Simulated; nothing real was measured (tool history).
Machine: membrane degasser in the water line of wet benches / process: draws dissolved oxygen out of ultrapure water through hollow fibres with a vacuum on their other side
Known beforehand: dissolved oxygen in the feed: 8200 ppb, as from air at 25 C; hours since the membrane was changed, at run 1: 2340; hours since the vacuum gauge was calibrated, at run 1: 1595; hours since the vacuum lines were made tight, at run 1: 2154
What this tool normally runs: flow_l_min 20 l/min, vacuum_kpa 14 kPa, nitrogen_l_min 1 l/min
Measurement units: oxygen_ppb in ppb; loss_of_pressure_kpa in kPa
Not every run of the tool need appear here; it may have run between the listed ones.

| run | hour | flow_l_min | vacuum_kpa | nitrogen_l_min | hours since the membrane was changed | hours since the vacuum gauge was calibrated | hours since the vacuum lines were made tight | oxygen_ppb | loss_of_pressure_kpa |
|---|---|---|---|---|---|---|---|---|---|
| 1 | 0 | 20 | 14 | 1 | 2340 | 1595 | 2154 | 511 | 60.72 |
| 2 | 28.4 | 20 | 15.8 | 1 | 2369 | 1624 | 2183 | 577.2 | 61.39 |
| 3 | 58.9 | 20 | 15.8 | 1 | 2399 | 1654 | 2213 | 578.4 | 60.78 |
| 4 | 119 | 20 | 15.8 | 1 | 2459 | 1714 | 2273 | 580.8 | 60.77 |
| 5 | 177 | 21 | 15.8 | 1 | 2517 | 1772 | 2331 | 608.9 | 64.33 |
| 6 | 211.1 | 22 | 14 | 1 | 2551 | 1806 | 2366 | 567 | 67.45 |
| 7 | 246.1 | 22 | 14 | 1 | 2586 | 1841 | 2400 | 565.5 | 67.44 |
| 8 | 295.9 | 22 | 14 | 1 | 2636 | 1891 | 2450 | 565.4 | 66.69 |
| 9 | 328.9 | 22 | 14 | 1 | 2669 | 1924 | 2483 | 560.5 | 67.75 |
| 10 | 355.5 | 22 | 14 | 1 | 2696 | 1951 | 2510 | 558.4 | 67.12 |
| 11 | 385.3 | 22 | 14 | 1 | 2725 | 1980 | 2540 | 555.7 | 66.83 |
| 12 | 423.5 | 21 | 14 | 1 | 2764 | 2019 | 2578 | 530.8 | 64.27 |
| 13 | 468.6 | 21 | 14 | 1 | 2809 | 2064 | 2623 | 528.8 | 64.28 |
| 14 | 508.9 | 13 | 14 | 2.24 | 2849 | 2104 | 2663 | 153.5 | 40.23 |
| 15 | 569.1 | 18 | 11.9 | 0.91 | 2909 | 2164 | 2723 | 401.4 | 54.78 |
| 16 | 622.5 | 15 | 9.8 | 1.7 | 2963 | 2218 | 2777 | 151.9 | 45.94 |
| 17 | 670 | 14 | 18.9 | 1.82 | 3010 | 2265 | 2824 | 285.1 | 42.65 |

Run 18 is up next; what results do you expect?
| 18 | 715.8 | 14 | 18.9 | 1.82 | 3056 | 2311 | 2870 | ? | ? |

{"run 18": {"oxygen_ppb": 289.8, "loss_of_pressure_kpa": 42.77}}
Minus the tool's unlogged condition, the same run would have read oxygen_ppb 295.2 ppb, loss_of_pressure_kpa 42.74 kPa.
